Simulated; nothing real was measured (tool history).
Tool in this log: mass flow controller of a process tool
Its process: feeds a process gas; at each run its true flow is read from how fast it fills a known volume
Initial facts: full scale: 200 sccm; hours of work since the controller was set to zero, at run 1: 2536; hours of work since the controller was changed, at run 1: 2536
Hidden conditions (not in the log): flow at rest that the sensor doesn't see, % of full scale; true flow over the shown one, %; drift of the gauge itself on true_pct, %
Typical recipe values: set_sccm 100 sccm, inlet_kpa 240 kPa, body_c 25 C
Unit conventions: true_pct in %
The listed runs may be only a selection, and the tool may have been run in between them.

| run | hour | set_sccm | inlet_kpa | body_c | hours of work since the controller was set to zero | hours of work since the controller was changed | true_pct |
|---|---|---|---|---|---|---|---|
| 1 | 0 | 100 | 240 | 25 | 2536 | 2536 | 100.95 |
| 2 | 254.9 | 100 | 240 | 25 | 2690 | 2690 | 100.97 |
| 3 | 510.1 | 100 | 240 | 25 | 2843 | 2843 | 101.18 |
| 4 | 683.7 | 100 | 240 | 25 | 2947 | 2947 | 101.23 |
| 5 | 866.3 | 100 | 240 | 25 | 3057 | 3057 | 101.25 |
| 6 | 1150.1 | 100 | 240 | 39 | 3228 | 3228 | 102.26 |
| 7 | 1403.2 | 100 | 240 | 39 | 3380 | 3380 | 102.33 |
| 8 | 1527.5 | 100 | 240 | 25 | 3454 | 3454 | 101.65 |
| 9 | 1657.6 | 100 | 240 | 25 | 3533 | 3533 | 101.43 |
| 10 | 1827.1 | 100 | 240 | 25 | 3634 | 3634 | 101.49 |
| 11 | 2079.4 | 100 | 240 | 25 | 3786 | 3786 | 101.61 |
| 12 | 2365.2 | 100 | 240 | 29 | 3958 | 3958 | 101.99 |
| 13 | 2506 | 100 | 234 | 29 | 4042 | 4042 | 102 |
| 14 | 2681.6 | 100 | 234 | 29 | 4148 | 4148 | 102.11 |
| 15 | 2911.1 | 100 | 234 | 29 | 4286 | 4286 | 102.25 |
| 16 | 3033.9 | 52 | 189 | 34 | 4360 | 4360 | 103.05 |
| 17 | 3197.9 | 52 | 189 | 34 | 4458 | 4458 | 103.13 |
| 18 | 3323.1 | 52 | 189 | 34 | 4533 | 4533 | 103.19 |
| 19 | 3531 | 52 | 189 | 34 | 4658 | 4658 | 103.25 |
| 20 | 3716.6 | 80 | 276 | 34 | 4770 | 4770 | 103.26 |
|  | 3731.7 | controller's zero set anew |
| 21 | 3904.7 | 75 | 276 | 34 | 104 | 4883 | 104.02 |
| 22 | 4153.1 | 48 | 240 | 25 | 253 | 5032 | 104.49 |
| 23 | 4367.1 | 64 | 268 | 39 | 382 | 5160 | 104.85 |
|  | 4501.5 | controller's zero set anew, once more |
| 24 | 4531.9 | 64 | 268 | 39 | 18 | 5259 | 101.91 |
| 25 | 4688.6 | 33 | 240 | 34 | 112 | 5353 | 101.39 |
| 26 | 4925.1 | 33 | 240 | 34 | 255 | 5495 | 101.56 |
| 27 | 5077.9 | 33 | 240 | 34 | 346 | 5587 | 101.72 |
| 28 | 5200.2 | 100 | 163 | 22 | 420 | 5661 | 100.48 |
| 29 | 5408.8 | 100 | 163 | 28 | 545 | 5786 | 101.04 |
| 30 | 5594.1 | 39 | 240 | 22 | 657 | 5897 | 101 |

Results per run with the tool's hidden condition removed, run-to-run variation unchanged:
| run | true_pct |
|---|---|
| 1 | 99.61 |
| 2 | 99.55 |
| 3 | 99.68 |
| 4 | 99.67 |
| 5 | 99.63 |
| 6 | 100.54 |
| 7 | 100.52 |
| 8 | 99.81 |
| 9 | 99.55 |
| 10 | 99.54 |
| 11 | 99.58 |
| 12 | 99.86 |
| 13 | 99.82 |
| 14 | 99.88 |
| 15 | 99.94 |
| 16 | 99.61 |
| 17 | 99.61 |
| 18 | 99.62 |
| 19 | 99.57 |
| 20 | 100.36 |
| 21 | 100.26 |
| 22 | 99.24 |
| 23 | 100.48 |
| 24 | 100.44 |
| 25 | 99.79 |
| 26 | 99.81 |
| 27 | 99.86 |
| 28 | 98.8 |
| 29 | 99.29 |
| 30 | 98.91 |
